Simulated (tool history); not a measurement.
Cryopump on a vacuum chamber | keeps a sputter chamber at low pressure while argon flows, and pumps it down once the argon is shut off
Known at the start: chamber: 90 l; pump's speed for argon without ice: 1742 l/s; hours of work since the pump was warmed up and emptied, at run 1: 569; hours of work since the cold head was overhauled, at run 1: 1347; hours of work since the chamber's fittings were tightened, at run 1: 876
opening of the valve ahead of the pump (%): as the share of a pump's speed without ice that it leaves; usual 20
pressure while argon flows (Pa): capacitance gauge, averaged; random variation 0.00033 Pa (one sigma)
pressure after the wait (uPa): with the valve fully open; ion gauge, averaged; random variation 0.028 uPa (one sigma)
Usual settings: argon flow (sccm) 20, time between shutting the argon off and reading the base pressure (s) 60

| run | hour | argon flow (sccm) | time between shutting the argon off and reading the base pressure (s) | opening of the valve ahead of the pump (%) | hours of work since the pump was warmed up and emptied | hours of work since the cold head was overhauled | hours of work since the chamber's fittings were tightened | pressure while argon flows (Pa) | pressure after the wait (uPa) |
|---|---|---|---|---|---|---|---|---|---|
| 1 | 0 | 20 | 60 | 20 | 569 | 1347 | 876 | 0.0992 | 1.83 |
| 2 | 50.6 | 16 | 60 | 20 | 607 | 1385 | 915 | 0.0794 | 1.8 |
| 3 | 114.1 | 20 | 60 | 20 | 655 | 1433 | 963 | 0.1002 | 1.91 |
| 4 | 148.9 | 20 | 60 | 20 | 681 | 1459 | 989 | 0.0994 | 1.82 |
| 5 | 214.6 | 20 | 60 | 20 | 731 | 1509 | 1039 | 0.1 | 1.9 |
|  | 236.6 | pump warmed up, emptied and cooled again |
| 6 | 255.6 | 20 | 60 | 20 | 14 | 1536 | 1066 | 0.098 | 1.81 |
| 7 | 313.5 | 20 | 60 | 20 | 58 | 1580 | 1110 | 0.0977 | 1.88 |
| 8 | 352.7 | 20 | 60 | 20 | 88 | 1610 | 1140 | 0.0974 | 1.89 |
| 9 | 399.4 | 20 | 60 | 40 | 123 | 1645 | 1175 | 0.0493 | 1.92 |
| 10 | 472.6 | 20 | 60 | 20 | 179 | 1701 | 1231 | 0.0982 | 1.92 |
| 11 | 508.7 | 20 | 60 | 20 | 206 | 1728 | 1258 | 0.0979 | 2.03 |
| 12 | 550.3 | 20 | 60 | 20 | 238 | 1760 | 1289 | 0.0983 | 2 |
| 13 | 589.1 | 20 | 60 | 20 | 267 | 1789 | 1319 | 0.0982 | 2.08 |
| 14 | 635.3 | 20 | 60 | 20 | 302 | 1824 | 1354 | 0.0987 | 2.07 |
| 15 | 676.9 | 20 | 60 | 20 | 334 | 1856 | 1385 | 0.0992 | 2.09 |
| 16 | 714.7 | 20 | 60 | 20 | 362 | 1884 | 1414 | 0.0991 | 2.08 |
| 17 | 783.7 | 20 | 60 | 20 | 415 | 1937 | 1466 | 0.0989 | 2.17 |
| 18 | 855.7 | 20 | 60 | 20 | 469 | 1991 | 1521 | 0.099 | 2.14 |
| 19 | 912.3 | 20 | 42 | 20 | 512 | 2034 | 1564 | 0.0993 | 2.66 |
| 20 | 963.6 | 14 | 32 | 33 | 551 | 2073 | 1603 | 0.0428 | 3.17 |
| 21 | 1024.7 | 14 | 32 | 33 | 597 | 2119 | 1649 | 0.043 | 3.23 |
| 22 | 1092.9 | 14 | 32 | 33 | 649 | 2171 | 1701 | 0.0436 | 3.3 |
| 23 | 1129.6 | 14 | 32 | 33 | 677 | 2199 | 1728 | 0.0432 | 3.37 |
| 24 | 1189.7 | 16 | 236 | 44 | 722 | 2244 | 1774 | 0.0378 | 1.48 |
|  | 1221.9 | pump warmed up, emptied and cooled again |
| 25 | 1269.2 | 35 | 22 | 20 | 36 | 2301 | 1830 | 0.1705 | 4.19 |
| 26 | 1329.9 | 9 | 22 | 20 | 82 | 2347 | 1876 | 0.0441 | 4.12 |
| 27 | 1373.4 | 9 | 22 | 20 | 115 | 2380 | 1909 | 0.0439 | 4.34 |
| 28 | 1445.4 | 9 | 22 | 20 | 169 | 2434 | 1964 | 0.0443 | 4.37 |
| 29 | 1510.1 | 30 | 197 | 20 | 218 | 2483 | 2013 | 0.1469 | 1.64 |
| 30 | 1573.2 | 9 | 60 | 20 | 266 | 2531 | 2061 | 0.0444 | 2.4 |
| 31 | 1646.6 | 27 | 166 | 53 | 322 | 2587 | 2116 | 0.0518 | 1.8 |
| 32 | 1686.6 | 27 | 166 | 53 | 352 | 2617 | 2147 | 0.0522 | 1.89 |
| 33 | 1734.5 | 8 | 60 | 59 | 389 | 2653 | 2183 | 0.0138 | 2.56 |

Hidden state or all else? Some run-to-run changes of pressure while argon flows (Pa), split into what the settings, what came in and random variation would give without the hidden state, and what is left for the hidden state (with any gauge scatter that isn't in both results):
The hidden state here: pump's speed, % of a pump's without ice; cold plate's temperature, K; leak into the chamber, uPa l/s; drift of the gauge itself on working_pa, %; drift of the gauge itself on base_upa, %.
Run 5 -> 6: pump warmed up, emptied and cooled again. pressure while argon flows (Pa) -0.002: hidden state -0.0025, all else +0.0005.
Run 24 -> 25: argon flow (sccm) 16 -> 35, time between shutting the argon off and reading the base pressure (s) 236 -> 22, opening of the valve ahead of the pump (%) 44 -> 20, pump warmed up, emptied and cooled again. pressure while argon flows (Pa) +0.1327: hidden state -0.0017, all else +0.1344.
Run 25 -> 26: argon flow (sccm) 35 -> 9. pressure while argon flows (Pa) -0.1264: hidden state -0.0007, all else -0.1257.
Run 28 -> 29: argon flow (sccm) 9 -> 30, time between shutting the argon off and reading the base pressure (s) 22 -> 197. pressure while argon flows (Pa) +0.1026: hidden state +0.0014, all else +0.1012.
Run 32 -> 33: argon flow (sccm) 27 -> 8, time between shutting the argon off and reading the base pressure (s) 166 -> 60, opening of the valve ahead of the pump (%) 53 -> 59. pressure while argon flows (Pa) -0.0384: hidden state -0.0018, all else -0.0366.
